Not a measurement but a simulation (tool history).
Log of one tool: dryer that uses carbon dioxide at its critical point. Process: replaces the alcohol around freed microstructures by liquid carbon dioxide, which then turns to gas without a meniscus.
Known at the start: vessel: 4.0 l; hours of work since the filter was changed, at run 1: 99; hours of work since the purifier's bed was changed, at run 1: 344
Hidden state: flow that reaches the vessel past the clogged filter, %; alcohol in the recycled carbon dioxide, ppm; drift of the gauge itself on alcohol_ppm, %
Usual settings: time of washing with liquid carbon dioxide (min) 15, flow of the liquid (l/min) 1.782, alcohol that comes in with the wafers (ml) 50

run   hour  time of washing with liquid carbon dioxide (min)  flow of the liquid (l/min)  alcohol that comes in with the wafers (ml)  hours of work since the filter was changed  hours of work since the purifier's bed was changed  alcohol left in the vessel before it's heated (ppm by volume)
  1      0                                                15                       1.782                                          50                                          99                                                 344                                                            165
  2   21.4                                                15                       1.782                                          50                                         114                                                 359                                                            198
  3   33.3                                                15                       1.782                                          50                                         123                                                 367                                                            191
  4   48.9                                                15                       1.782                                          40                                         134                                                 378                                                            165
  5   68.6                                                15                       1.782                                          50                                         148                                                 392                                                            210
  6   87.5                                                15                       1.782                                          50                                         161                                                 405                                                            219
  7   98.2                                                15                        1.55                                          50                                         168                                                 413                                                            385
  8  118.4                                                15                       1.782                                          50                                         183                                                 427                                                            248
     125.8  -- inlet filter changed
  9    135                                                15                       1.782                                          50                                           7                                                 438                                                            134
 10    154                                                15                       1.782                                          50                                          20                                                 452                                                            135
 11  175.9                                                15                        1.49                                          50                                          35                                                 467                                                            311
 12  188.9                                                15                       1.782                                          50                                          45                                                 476                                                            149
 13  199.6                                                15                       1.782                                          50                                          52                                                 484                                                            151
 14  217.2                                                15                       1.782                                          50                                          64                                                 496                                                            167
 15  232.5                                                15                        2.04                                          25                                          75                                                 507                                                             59
 16  243.3                                                11                       1.782                                          38                                          83                                                 515                                                            397
 17  259.6                                                11                       1.782                                          38                                          94                                                 526                                                            409
 18  276.1                                                15                        1.58                                          89                                         106                                                 538                                                            521
 19  295.2                                                20                         2.2                                          59                                         120                                                 551                                                             31
 20  313.7                                                20                         2.2                                          59                                         133                                                 564                                                             37
 21  332.2                                                20                        1.57                                          86                                         146                                                 577                                                            189
 22    355                                                15                        2.35                                          34                                         162                                                 593                                                             69
 23  373.9                                                11                        2.35                                          30                                         175                                                 607                                                            161
 24  385.9                                                21                        2.64                                          87                                         183                                                 615                                                             24
     391.7  -- inlet filter changed
 25  402.3                                                21                        2.64                                          87                                           7                                                 626                                                             20
 26  420.8                                                21                        2.64                                          87                                          21                                                 639                                                             28
 27  431.9                                                14                        1.13                                          50                                          28                                                 647                                                            886

3 ways to go on from here, each from the tool as it stands after run 27. What would each give?
  A  445.2                                                14                       1.782                                          50                                          38                                                 656                                                              ?
  B  445.2                                                20                         1.2                                          50                                          38                                                 656                                                              ?
  C  445.2                                                15                        2.94                                          75                                          38                                                 656                                                              ?

run  alcohol left in the vessel before it's heated (ppm by volume)
  A                                                            200
  B                                                            256
  C                                                             36
Without the tool's hidden state the same runs would have given:
run  alcohol left in the vessel before it's heated (ppm by volume)
  A                                                            149
  B                                                            198
  C                                                             10

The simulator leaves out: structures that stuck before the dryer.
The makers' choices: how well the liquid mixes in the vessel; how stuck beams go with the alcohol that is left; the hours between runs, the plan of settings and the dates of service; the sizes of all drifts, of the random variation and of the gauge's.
